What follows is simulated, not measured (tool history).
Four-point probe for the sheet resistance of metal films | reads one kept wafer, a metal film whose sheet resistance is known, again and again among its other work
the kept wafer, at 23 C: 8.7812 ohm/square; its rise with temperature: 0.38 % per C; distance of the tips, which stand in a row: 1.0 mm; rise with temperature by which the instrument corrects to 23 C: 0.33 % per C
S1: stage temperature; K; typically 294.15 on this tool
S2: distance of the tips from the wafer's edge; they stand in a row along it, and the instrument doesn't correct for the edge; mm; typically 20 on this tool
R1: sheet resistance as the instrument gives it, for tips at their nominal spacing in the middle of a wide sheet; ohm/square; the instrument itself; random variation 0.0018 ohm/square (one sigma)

{"run": 1, "hour": 0.0, "S1": 294.15, "S2": 20, "R1": 8.771371}
{"run": 2, "hour": 58.5, "S1": 294.15, "S2": 60, "R1": 8.760488}
{"run": 3, "hour": 149.0, "S1": 294.15, "S2": 5, "R1": 8.950585}
{"run": 4, "hour": 228.3, "S1": 294.15, "S2": 5, "R1": 8.947174}
{"run": 5, "hour": 298.5, "S1": 294.15, "S2": 5, "R1": 8.949978}
{"run": 6, "hour": 370.7, "S1": 306.15, "S2": 20, "R1": 8.834051}
{"run": 7, "hour": 415.8, "S1": 306.15, "S2": 20, "R1": 8.835382}
{"run": 8, "hour": 469.9, "S1": 306.15, "S2": 20, "R1": 8.836633}
{"run": 9, "hour": 534.3, "S1": 306.15, "S2": 7, "R1": 8.925261}
{"run": 10, "hour": 602.5, "S1": 306.15, "S2": 7, "R1": 8.923604}
{"run": 11, "hour": 649.9, "S1": 306.15, "S2": 7, "R1": 8.925644}
{"run": 12, "hour": 720.5, "S1": 300.15, "S2": 20, "R1": 8.814638}
{"run": 13, "hour": 768.8, "S1": 294.15, "S2": 45, "R1": 8.781611}
{"run": 14, "hour": 866.6, "S1": 294.15, "S2": 20, "R1": 8.788714}
{"run": 15, "hour": 966.2, "S1": 294.15, "S2": 20, "R1": 8.793796}
{"run": 16, "hour": 1028.5, "S1": 294.15, "S2": 20, "R1": 8.795677}
{"run": 17, "hour": 1124.7, "S1": 294.15, "S2": 20, "R1": 8.798034}
{"run": 18, "hour": 1221.5, "S1": 298.15, "S2": 20, "R1": 8.815099}
{"run": 19, "hour": 1296.8, "S1": 298.15, "S2": 20, "R1": 8.820835}
{"run": 20, "hour": 1363.8, "S1": 292.15, "S2": 13, "R1": 8.814732}
{"run": 21, "hour": 1428.3, "S1": 294.15, "S2": 46, "R1": 8.795788}
{"run": 22, "hour": 1475.4, "S1": 294.15, "S2": 20, "R1": 8.806118}
{"run": 23, "hour": 1538.6, "S1": 294.15, "S2": 11, "R1": 8.832335}
{"run": 24, "hour": 1615.8, "S1": 296.15, "S2": 5, "R1": 8.991436}
{"run": 25, "hour": 1665.6, "S1": 295.15, "S2": 75, "R1": 8.804537}
{"run": 26, "hour": 1757.4, "S1": 294.15, "S2": 4, "R1": 9.088385}
{"run": 27, "hour": 1858.5, "S1": 294.15, "S2": 10, "R1": 8.849701}
{"run": 28, "hour": 1953.0, "S1": 294.15, "S2": 10, "R1": 8.852838}
{"run": 29, "hour": 2023.3, "S1": 296.15, "S2": 10, "R1": 8.86569}
{"run": 30, "hour": 2129.1, "S1": 296.15, "S2": 10, "R1": 8.867327}
{"run": 31, "hour": 2225.9, "S1": 300.15, "S2": 42, "R1": 8.847684}
{"run": 32, "hour": 2331.0, "S1": 295.15, "S2": 43, "R1": 8.826558}
{"run": 33, "hour": 2400.0, "S1": 295.15, "S2": 43, "R1": 8.827933}
{"run": 34, "hour": 2450.7, "S1": 306.15, "S2": 5, "R1": 9.061696}

Results for each run, recomputed without the tool's hidden state and with each run's random variation untouched:
What the log doesn't record here: inner tips' distance over the nominal, %; tips' flats over new ones', %; wafer's true temperature over the reading, C; drift of the gauge itself on sheet_ohm, %.
run=1 R1=8.784954
run=2 R1=8.772636
run=3 R1=8.96056
run=4 R1=8.955265
run=5 R1=8.95627
run=6 R1=8.838888
run=7 R1=8.838989
run=8 R1=8.838784
run=9 R1=8.925842
run=10 R1=8.922461
run=11 R1=8.923368
run=12 R1=8.810446
run=13 R1=8.775919
run=14 R1=8.780426
run=15 R1=8.78304
run=16 R1=8.783345
run=17 R1=8.783406
run=18 R1=8.798046
run=19 R1=8.80195
run=20 R1=8.793952
run=21 R1=8.773512
run=22 R1=8.78255
run=23 R1=8.807109
run=24 R1=8.963969
run=25 R1=8.776286
run=26 R1=9.056959
run=27 R1=8.816456
run=28 R1=8.817186
run=29 R1=8.828423
run=30 R1=8.827489
run=31 R1=8.805756
run=32 R1=8.781668
run=33 R1=8.781341
run=34 R1=9.013564

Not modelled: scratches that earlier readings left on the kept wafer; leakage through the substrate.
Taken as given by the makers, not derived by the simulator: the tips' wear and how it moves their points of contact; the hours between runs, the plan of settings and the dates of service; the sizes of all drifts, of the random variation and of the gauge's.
